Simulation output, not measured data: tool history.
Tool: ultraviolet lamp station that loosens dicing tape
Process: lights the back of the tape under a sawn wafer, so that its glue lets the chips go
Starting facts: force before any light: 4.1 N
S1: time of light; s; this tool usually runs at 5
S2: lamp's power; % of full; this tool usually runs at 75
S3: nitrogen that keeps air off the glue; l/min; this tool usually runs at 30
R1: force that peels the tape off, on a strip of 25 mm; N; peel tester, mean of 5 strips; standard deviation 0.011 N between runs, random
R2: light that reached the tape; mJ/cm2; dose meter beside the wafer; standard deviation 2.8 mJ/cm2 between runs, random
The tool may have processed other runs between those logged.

run   hour  S1  S2  S3     R1   R2
  1      0   5  75  30  0.647  323
  2   42.5   5  75  30   0.67  316
  3   72.1   5  75  11  0.999  315
  4  117.6   5  75  11  0.976  318
  5  147.2   5  75  11  1.034  312
  6  194.3   5  60  11  1.327  248
  7  239.1   5  60  11  1.337  241
  8  280.2   5  60  11  1.438  235
  9  303.7   5  60  11  1.403  236
 10  344.4   5  60  11  1.431  235
 11  377.9   5  60  11  1.481  231
 12  410.7   7  75  30  0.464  400
 13  443.9   3  75  30  1.476  171
     463.6  -- window cleaned of glue's vapour
 14  484.8   9  83   9  0.398  614
 15  515.4   9  83   9  0.427  615
 16  545.8   9  83   9   0.42  605
 17  580.5   5  75  24  0.795  306
 18  606.7   5  80  34  0.644  318
 19  633.4   5  80  34  0.624  314
 20  679.4   3  81  15  1.653  186
 21  719.1   6  68  47  0.565  309
 22  754.3   6  68  47  0.601  305
 23  779.3   5  90  54  0.491  340
 24  826.2   5  75  18  0.987  274

Branching from run 24: 3 alternative next runs. What would each branch give?
  A  867.4   6  67  40   ?   ?
  B  867.4   5  75  27   ?   ?
  C  867.4   5  64  11   ?   ?

run     R1   R2
  A  0.712  292
  B   0.88  274
  C  1.453  236
The same runs, with their run-to-run variation unchanged, on a tool lacking any hidden condition would have given:
run     R1   R2
  A  0.427  406
  B  0.542  379
  C  1.001  326
